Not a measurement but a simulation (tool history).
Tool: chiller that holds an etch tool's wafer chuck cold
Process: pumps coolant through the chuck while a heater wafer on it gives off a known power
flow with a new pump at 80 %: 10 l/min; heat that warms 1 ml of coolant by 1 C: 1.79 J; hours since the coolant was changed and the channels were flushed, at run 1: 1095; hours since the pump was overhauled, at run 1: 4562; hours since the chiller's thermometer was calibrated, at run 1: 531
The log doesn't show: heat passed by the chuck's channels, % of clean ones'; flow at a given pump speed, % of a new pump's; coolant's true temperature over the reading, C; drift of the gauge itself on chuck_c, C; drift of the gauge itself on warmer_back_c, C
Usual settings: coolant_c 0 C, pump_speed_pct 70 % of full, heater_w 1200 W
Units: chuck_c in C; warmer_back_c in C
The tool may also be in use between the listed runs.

| run | hour | coolant_c | pump_speed_pct | heater_w | hours since the coolant was changed and the channels were flushed | hours since the pump was overhauled | hours since the chiller's thermometer was calibrated | chuck_c | warmer_back_c |
|---|---|---|---|---|---|---|---|---|---|
| 1 | 0 | 0 | 70 | 1200 | 1095 | 4562 | 531 | 13.7 | 5.13 |
| 2 | 113 | 0 | 70 | 1200 | 1208 | 4675 | 644 | 13.8 | 5.24 |
| 3 | 200.2 | 0 | 70 | 892 | 1295 | 4763 | 732 | 10.2 | 3.87 |
| 4 | 261.2 | 0 | 70 | 1200 | 1356 | 4824 | 793 | 14.1 | 5.25 |
| 5 | 380.7 | 0 | 70 | 1200 | 1476 | 4943 | 912 | 13.9 | 5.34 |
| 6 | 449.4 | 0 | 70 | 1200 | 1544 | 5012 | 981 | 14.1 | 5.28 |
| 7 | 566.4 | 0 | 94 | 1200 | 1661 | 5129 | 1098 | 11.1 | 3.94 |
| 8 | 637.5 | 0 | 70 | 1200 | 1732 | 5200 | 1169 | 14.4 | 5.34 |
| 9 | 712.1 | 0 | 76 | 1200 | 1807 | 5274 | 1244 | 13.5 | 4.94 |
| 10 | 839.4 | 0 | 76 | 1200 | 1934 | 5402 | 1371 | 13.5 | 4.87 |
|  | 847.8 | chiller's thermometer calibrated |
| 11 | 915.7 | 0 | 70 | 1200 | 2010 | 5477 | 68 | 14.5 | 5.4 |
| 12 | 1006 | 0 | 100 | 1200 | 2100 | 5567 | 158 | 11.2 | 3.76 |
| 13 | 1119.1 | 0 | 85 | 1200 | 2213 | 5680 | 271 | 12.5 | 4.33 |
| 14 | 1215.2 | 0 | 85 | 1200 | 2309 | 5777 | 367 | 12.7 | 4.45 |
| 15 | 1333.6 | 0 | 70 | 648 | 2428 | 5895 | 486 | 8.3 | 2.9 |
|  | 1375.6 | coolant pump overhauled |
| 16 | 1404.4 | 6 | 68 | 935 | 2493 | 29 | 552 | 16.7 | 3.7 |
| 17 | 1522.1 | 6 | 68 | 935 | 2611 | 146 | 669 | 16.9 | 3.69 |
|  | 1598.7 | chiller's thermometer calibrated, once more |
| 18 | 1640.3 | 0 | 75 | 1200 | 2728 | 264 | 42 | 12.1 | 4.32 |
| 19 | 1763 | -7 | 86 | 985 | 2851 | 386 | 164 | 2.1 | 3.09 |
| 20 | 1891 | -7 | 86 | 985 | 2979 | 514 | 292 | 2 | 3.13 |
| 21 | 2023.4 | -7 | 86 | 699 | 3111 | 647 | 425 | -0.6 | 2.29 |
| 22 | 2098.2 | 2 | 95 | 774 | 3186 | 722 | 500 | 8.7 | 2.26 |
| 23 | 2218.7 | 2 | 95 | 774 | 3307 | 842 | 620 | 8.7 | 2.2 |
| 24 | 2272.9 | 0 | 95 | 1749 | 3361 | 896 | 674 | 15.2 | 5.09 |
| 25 | 2389.2 | 5 | 91 | 1200 | 3477 | 1013 | 791 | 16 | 3.66 |
| 26 | 2520.2 | -2 | 75 | 818 | 3608 | 1144 | 922 | 6.8 | 3.01 |
| 27 | 2650.5 | 0 | 70 | 744 | 3738 | 1274 | 1052 | 8.7 | 2.96 |
| 28 | 2782.2 | -8 | 70 | 702 | 3870 | 1406 | 1184 | 0 | 2.83 |

Hidden state at the last listed run before each entry between runs and at the first one after, where it differs:
Between runs 10 and 11: chiller's thermometer calibrated (hour 847.8)
  heat passed by the chuck's channels, % of clean ones': 94.2 -> 94; flow at a given pump speed, % of a new pump's: 86 -> 85.8; coolant's true temperature over the reading, C: 0.34 -> 0.45
  measured less the result without the state, chuck_c: +2.3 -> +2.7 C; warmer_back_c: +0.69 -> +0.76 C
Between runs 15 and 16: coolant pump overhauled (hour 1375.6)
  heat passed by the chuck's channels, % of clean ones': 92.7 -> 92.5; flow at a given pump speed, % of a new pump's: 84.8 -> 99.4; coolant's true temperature over the reading, C: 0.54 -> 0.55
  measured less the result without the state, chuck_c: +1.9 -> +1.2 C; warmer_back_c: +0.44 -> +0.02 C
Between runs 17 and 18: chiller's thermometer calibrated, once more (hour 1598.7)
  heat passed by the chuck's channels, % of clean ones': 92.2 -> 91.8; flow at a given pump speed, % of a new pump's: 99.1 -> 98.8; coolant's true temperature over the reading, C: 0.58 -> 0
  measured less the result without the state, chuck_c: +1.3 -> +0.9 C; warmer_back_c: +0.04 -> +0.06 C
